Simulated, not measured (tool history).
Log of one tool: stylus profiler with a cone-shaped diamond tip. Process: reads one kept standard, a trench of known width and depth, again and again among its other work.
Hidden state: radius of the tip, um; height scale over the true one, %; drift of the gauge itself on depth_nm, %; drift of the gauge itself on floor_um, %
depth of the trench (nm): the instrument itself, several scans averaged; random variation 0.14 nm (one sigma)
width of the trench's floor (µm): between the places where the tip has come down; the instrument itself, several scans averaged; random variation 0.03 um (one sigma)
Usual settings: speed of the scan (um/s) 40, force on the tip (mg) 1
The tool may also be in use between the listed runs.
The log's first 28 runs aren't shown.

run,hour,speed of the scan (um/s),force on the tip (mg),scans with this tip,hours of work since the height scale was calibrated,depth of the trench (nm),width of the trench's floor (µm)
29,301,35,0.57,6033,560,502.94,47.14
30,315.8,40,1.6,6161,571,505.73,47.15
31,330.7,40,1.6,6289,583,505.31,47.18
32,341.8,40,0.43,6384,592,502.49,47.09
33,353.3,79,2.08,6483,601,506.64,47.07
34,362.9,79,2.08,6565,609,506.76,47.09
35,370.6,116,1.97,6631,615,506.63,46.98
36,381.4,31,0.44,6725,624,502.47,47.18
37,394.4,39,1.26,6837,634,504.79,47.2
38,401.1,13,0.68,6894,639,503.15,47.27
39,412.5,13,0.68,6992,649,503.17,47.27
40,421.1,13,0.68,7066,655,503.02,47.28
41,430,47,0.72,7142,662,503.09,47.11
42,442.5,21,0.39,7250,673,502.11,47.15
43,455.4,40,0.42,7361,683,502.27,47.11
44,470.5,40,0.42,7491,695,502.31,47.08
45,478.8,12,1.9,7562,701,506.09,47.33
46,485.7,20,1.56,7622,707,505.49,47.24
47,496.7,20,1.56,7716,716,505.6,47.25
48,512.6,20,1.56,7852,728,505.63,47.27

Forecast each of these 3 alternatives for the next run:
A,525.5,65,1.06,7963,739,?,?
B,525.5,27,1.13,7963,739,?,?
C,525.5,10,1.71,7963,739,?,?

run,depth of the trench (nm),width of the trench's floor (µm)
A,504.13,47.06
B,504.47,47.24
C,505.9,47.31
Without the tool's hidden state the same runs would have given:
run,depth of the trench (nm),width of the trench's floor (µm)
A,504.12,47.07
B,504.45,47.25
C,505.88,47.32
